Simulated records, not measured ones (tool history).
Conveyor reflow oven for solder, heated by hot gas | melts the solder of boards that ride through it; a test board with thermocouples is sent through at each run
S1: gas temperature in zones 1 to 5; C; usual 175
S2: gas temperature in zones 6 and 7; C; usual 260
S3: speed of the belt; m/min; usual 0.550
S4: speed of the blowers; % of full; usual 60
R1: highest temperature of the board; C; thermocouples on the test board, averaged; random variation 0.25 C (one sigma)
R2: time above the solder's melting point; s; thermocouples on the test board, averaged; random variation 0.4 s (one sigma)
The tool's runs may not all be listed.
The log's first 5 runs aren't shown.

Run 6, hour 58.3: usual settings but S3 0.487 m/min. Result: R1 251.4 C, R2 56.2 s.
Run 7, hour 67.8: usual settings but S3 0.487 m/min. Result: R1 251.3 C, R2 56.6 s.
Run 8, hour 75.8: usual settings but S3 0.487 m/min. Result: R1 251.4 C, R2 55.9 s.
Run 9, hour 91.0: usual settings but S3 0.487 m/min. Result: R1 250.9 C, R2 56.2 s.
Run 10, hour 98.5: usual settings but S3 0.487 m/min. Result: R1 251.6 C, R2 56.7 s.
Run 11, hour 106.8: usual settings but S3 0.647 m/min. Result: R1 242.8 C, R2 35.7 s.
Run 12, hour 119.2: usual settings but S3 0.647 m/min. Result: R1 242.9 C, R2 35.7 s.
Run 13, hour 132.9: usual settings. Result: R1 247.6 C, R2 47.2 s.
Run 14, hour 140.4: usual settings. Result: R1 247.7 C, R2 47.2 s.
Run 15, hour 152.5: usual settings but S4 59 % of full. Result: R1 247.9 C, R2 46.3 s.
Run 16, hour 167.4: usual settings but S1 184 C, S3 0.650 m/min, S4 57 % of full. Result: R1 244.0 C, R2 38.3 s.
Run 17, hour 181.3: usual settings but S1 184 C, S3 0.650 m/min, S4 57 % of full. Result: R1 243.9 C, R2 37.9 s.
Run 18, hour 195.0: usual settings but S1 184 C, S2 274 C, S3 0.518 m/min, S4 77 % of full. Result: R1 265.8 C, R2 63.3 s.
Run 19, hour 202.2: usual settings but S1 184 C, S2 274 C, S3 0.518 m/min, S4 77 % of full. Result: R1 265.6 C, R2 63.4 s.
At hour 220.0: flux residue cleaned out of gas plates and filters.
Run 20, hour 223.7: usual settings but S1 161 C, S2 268 C, S3 0.596 m/min, S4 61 % of full. Result: R1 250.8 C, R2 41.1 s.
Run 21, hour 240.3: usual settings but S1 161 C, S2 253 C, S3 0.596 m/min, S4 64 % of full. Result: R1 238.8 C, R2 32.9 s.
Run 22, hour 256.4: usual settings but S2 249 C. Result: R1 239.4 C, R2 40.5 s.
Run 23, hour 273.9: usual settings but S3 0.558 m/min. Result: R1 248.6 C, R2 46.7 s.
Run 24, hour 291.4: usual settings but S2 264 C, S3 0.551 m/min, S4 61 % of full. Result: R1 252.5 C, R2 50.9 s.
Run 25, hour 308.1: usual settings but S3 0.485 m/min, S4 75 % of full. Result: R1 254.5 C, R2 59.6 s.
Run 26, hour 318.6: usual settings but S1 173 C, S2 251 C, S4 77 % of full. Result: R1 242.9 C, R2 44.7 s.
Run 27, hour 327.1: usual settings but S1 173 C, S2 251 C, S4 77 % of full. Result: R1 243.3 C, R2 44.9 s.
Run 28, hour 334.8: usual settings but S1 173 C, S2 251 C, S3 0.519 m/min, S4 82 % of full. Result: R1 245.3 C, R2 49.3 s.
Run 29, hour 349.5: usual settings but S1 167 C, S2 249 C, S3 0.519 m/min, S4 82 % of full. Result: R1 242.8 C, R2 46.7 s.

Run 30 comes next. What will it give?
Run 30, hour 366.2: usual settings but S2 264 C, S3 0.586 m/min. Result: R1 ?, R2 ?.

{"run 30": {"R1": 249.9, "R2": 45.0}}
Without the tool's hidden state the same run would have given R1 248.3 C, R2 43.8 s.
